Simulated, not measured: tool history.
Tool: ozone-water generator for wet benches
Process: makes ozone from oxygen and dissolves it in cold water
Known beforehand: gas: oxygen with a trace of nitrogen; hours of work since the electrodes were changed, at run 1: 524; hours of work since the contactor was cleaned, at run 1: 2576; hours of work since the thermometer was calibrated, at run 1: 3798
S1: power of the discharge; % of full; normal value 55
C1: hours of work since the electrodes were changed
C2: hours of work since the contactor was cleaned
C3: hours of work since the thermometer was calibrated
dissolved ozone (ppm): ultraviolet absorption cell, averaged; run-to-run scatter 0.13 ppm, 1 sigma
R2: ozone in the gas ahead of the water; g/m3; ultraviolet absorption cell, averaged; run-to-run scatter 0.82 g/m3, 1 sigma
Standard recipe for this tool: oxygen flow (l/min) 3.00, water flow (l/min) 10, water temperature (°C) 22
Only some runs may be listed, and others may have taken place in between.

Run 1, day 0.000: usual settings; C1 524; C2 2576; C3 3798. Result: dissolved ozone (ppm) 14.4, R2 129.8 g/m3.
Run 2, day 3.800: usual settings; C1 606; C2 2658; C3 3881. Result: dissolved ozone (ppm) 14.5, R2 129.5 g/m3.
Run 3, day 6.296: usual settings; C1 661; C2 2713; C3 3936. Result: dissolved ozone (ppm) 14.5, R2 130.8 g/m3.
Run 4, day 9.004: usual settings but oxygen flow (l/min) 2.39; C1 720; C2 2772; C3 3995. Result: dissolved ozone (ppm) 14.4, R2 143.7 g/m3.
Run 5, day 14.108: usual settings but oxygen flow (l/min) 2.39; C1 831; C2 2883; C3 4106. Result: dissolved ozone (ppm) 13.9, R2 143.7 g/m3.
At day 14.433: water thermometer calibrated.
Run 6, day 16.975: usual settings but oxygen flow (l/min) 2.39; C1 893; C2 2945; C3 55. Result: dissolved ozone (ppm) 14.0, R2 143.5 g/m3.
Run 7, day 19.767: usual settings but water flow (l/min) 15; C1 954; C2 3006; C3 116. Result: dissolved ozone (ppm) 10.2, R2 129.6 g/m3.
Run 8, day 23.483: usual settings but water flow (l/min) 15; C1 1035; C2 3087; C3 197. Result: dissolved ozone (ppm) 10.4, R2 130.0 g/m3.
Run 9, day 27.917: usual settings but water flow (l/min) 15; C1 1132; C2 3184; C3 294. Result: dissolved ozone (ppm) 10.3, R2 130.2 g/m3.
At day 28.612: water thermometer calibrated, once more.
Run 10, day 30.621: usual settings but oxygen flow (l/min) 2.74, water flow (l/min) 9, water temperature (°C) 24; C1 1191; C2 3243; C3 44. Result: dissolved ozone (ppm) 15.0, R2 132.1 g/m3.
Run 11, day 33.438: usual settings but oxygen flow (l/min) 2.28, water flow (l/min) 8, water temperature (°C) 24; C1 1252; C2 3304; C3 105. Result: dissolved ozone (ppm) 15.9, R2 146.0 g/m3.
Run 12, day 36.067: usual settings but S1 57 % of full, oxygen flow (l/min) 4.90, water flow (l/min) 11, water temperature (°C) 19; C1 1309; C2 3361; C3 163. Result: dissolved ozone (ppm) 14.2, R2 106.6 g/m3.
Run 13, day 41.067: usual settings but oxygen flow (l/min) 4.01, water flow (l/min) 7, water temperature (°C) 28; C1 1419; C2 3471; C3 272. Result: dissolved ozone (ppm) 15.3, R2 112.8 g/m3.
Run 14, day 46.433: usual settings but oxygen flow (l/min) 2.42, water flow (l/min) 11, water temperature (°C) 27; C1 1536; C2 3588; C3 389. Result: dissolved ozone (ppm) 12.1, R2 142.8 g/m3.
Run 15, day 49.550: usual settings but S1 50 % of full, oxygen flow (l/min) 2.34; C1 1604; C2 3656; C3 457. Result: dissolved ozone (ppm) 12.7, R2 133.4 g/m3.
Run 16, day 54.938: usual settings but S1 50 % of full, oxygen flow (l/min) 2.68, water temperature (°C) 25; C1 1721; C2 3773; C3 574. Result: dissolved ozone (ppm) 12.2, R2 122.8 g/m3.

Forecast each of these 3 alternatives for the next run:
Run A, day 60.300: usual settings but S1 94 % of full, water flow (l/min) 14; C1 1838; C2 3890; C3 691. Result: dissolved ozone (ppm) ?, R2 ?.
Run B, day 60.300: usual settings but S1 50 % of full, oxygen flow (l/min) 2.07, water temperature (°C) 18; C1 1838; C2 3890; C3 691. Result: dissolved ozone (ppm) ?, R2 ?.
Run C, day 60.300: usual settings but S1 50 % of full, oxygen flow (l/min) 2.90, water temperature (°C) 25; C1 1838; C2 3890; C3 691. Result: dissolved ozone (ppm) ?, R2 ?.

run  dissolved ozone (ppm)     R2
  A                   16.7  200.9
  B                   13.1  139.5
  C                   12.4  120.5
With the hidden condition removed and each run's random variation left untouched, the same runs would have given:
run  dissolved ozone (ppm)     R2
  A                   18.7  210.3
  B                   14.3  143.1
  C                   13.4  123.6

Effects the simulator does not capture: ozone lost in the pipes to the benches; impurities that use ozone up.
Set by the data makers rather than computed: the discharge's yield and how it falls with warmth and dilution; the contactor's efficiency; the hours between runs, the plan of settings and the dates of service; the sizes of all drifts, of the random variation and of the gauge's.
